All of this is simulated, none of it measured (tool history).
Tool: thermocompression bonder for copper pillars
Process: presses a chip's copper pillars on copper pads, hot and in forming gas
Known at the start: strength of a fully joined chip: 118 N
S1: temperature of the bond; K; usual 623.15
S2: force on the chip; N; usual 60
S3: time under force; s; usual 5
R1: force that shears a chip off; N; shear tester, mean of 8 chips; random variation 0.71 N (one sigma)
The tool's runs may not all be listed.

| run | hour | S1 | S2 | S3 | R1 |
|---|---|---|---|---|---|
| 1 | 0.0 | 623.15 | 60 | 5 | 63.6 |
| 2 | 53.7 | 623.15 | 60 | 5 | 61.7 |
| 3 | 97.7 | 623.15 | 60 | 5 | 62.2 |
|  | 140.7 | forming gas filter changed |
| 4 | 184.9 | 623.15 | 60 | 5 | 64.6 |
| 5 | 257.7 | 623.15 | 60 | 5 | 63.5 |
| 6 | 333.8 | 623.15 | 60 | 5 | 61.8 |
| 7 | 421.1 | 623.15 | 60 | 5 | 62.0 |
| 8 | 466.4 | 623.15 | 60 | 5 | 61.1 |
| 9 | 554.1 | 623.15 | 60 | 5 | 61.5 |
| 10 | 604.1 | 623.15 | 43 | 5 | 42.5 |
| 11 | 654.3 | 623.15 | 43 | 5 | 42.5 |
| 12 | 702.8 | 623.15 | 79 | 5 | 78.5 |
| 13 | 777.1 | 623.15 | 79 | 5 | 75.8 |
|  | 804.5 | forming gas filter changed |
| 14 | 865.6 | 623.15 | 79 | 5 | 77.9 |
|  | 885.5 | heater calibrated with a thermocouple chip |
| 15 | 908.2 | 623.15 | 79 | 5 | 81.8 |
| 16 | 951.9 | 623.15 | 79 | 5 | 83.8 |
| 17 | 1007.0 | 623.15 | 79 | 5 | 82.8 |
| 18 | 1044.4 | 623.15 | 38 | 5 | 38.5 |
| 19 | 1132.0 | 623.15 | 38 | 5 | 38.9 |
| 20 | 1199.8 | 623.15 | 38 | 5 | 38.6 |
| 21 | 1258.9 | 619.15 | 67 | 8 | 77.7 |
| 22 | 1320.1 | 640.15 | 60 | 9 | 85.3 |
| 23 | 1379.9 | 631.15 | 61 | 4 | 63.2 |
| 24 | 1420.6 | 598.15 | 79 | 8 | 73.3 |
|  | 1469.8 | forming gas filter changed |
| 25 | 1475.4 | 596.15 | 60 | 4 | 42.4 |
| 26 | 1532.0 | 600.15 | 69 | 3 | 46.0 |
| 27 | 1612.9 | 600.15 | 69 | 3 | 46.1 |
| 28 | 1655.5 | 607.15 | 69 | 15 | 83.3 |
| 29 | 1726.8 | 596.15 | 62 | 9 | 57.1 |
| 30 | 1790.6 | 605.15 | 60 | 5 | 50.7 |
| 31 | 1859.3 | 616.15 | 55 | 3 | 42.2 |
| 32 | 1899.1 | 628.15 | 54 | 5 | 57.5 |
| 33 | 1944.3 | 603.15 | 90 | 11 | 87.5 |
| 34 | 1988.0 | 607.15 | 46 | 8 | 44.9 |
| 35 | 2023.5 | 623.15 | 60 | 6 | 63.9 |
| 36 | 2086.5 | 623.15 | 60 | 6 | 63.0 |
|  | 2131.8 | forming gas filter changed |
| 37 | 2172.9 | 623.15 | 39 | 5 | 36.9 |
| 38 | 2223.2 | 600.15 | 60 | 5 | 46.5 |
| 39 | 2259.6 | 621.15 | 38 | 9 | 44.2 |
| 40 | 2325.2 | 621.15 | 38 | 9 | 44.0 |

The same runs without the tool's hidden state, with the same run-to-run variation:
The hidden state here: true temperature of the bond over the reading, C; force that reaches the chip, % of what is set; oxide that the forming gas leaves, % of the face; drift of the gauge itself on shear_n, %.
| run | R1 |
|---|---|
| 1 | 69.6 |
| 2 | 67.9 |
| 3 | 68.8 |
| 4 | 70.2 |
| 5 | 69.5 |
| 6 | 68.2 |
| 7 | 69.1 |
| 8 | 68.5 |
| 9 | 69.4 |
| 10 | 49.2 |
| 11 | 49.5 |
| 12 | 87.7 |
| 13 | 85.3 |
| 14 | 86.1 |
| 15 | 85.1 |
| 16 | 87.5 |
| 17 | 86.9 |
| 18 | 41.7 |
| 19 | 42.5 |
| 20 | 42.6 |
| 21 | 83.7 |
| 22 | 91.5 |
| 23 | 69.7 |
| 24 | 80.5 |
| 25 | 47.1 |
| 26 | 51.2 |
| 27 | 51.8 |
| 28 | 90.0 |
| 29 | 64.2 |
| 30 | 57.8 |
| 31 | 48.8 |
| 32 | 65.6 |
| 33 | 96.0 |
| 34 | 52.6 |
| 35 | 73.1 |
| 36 | 72.7 |
| 37 | 43.3 |
| 38 | 54.5 |
| 39 | 52.0 |
| 40 | 52.1 |
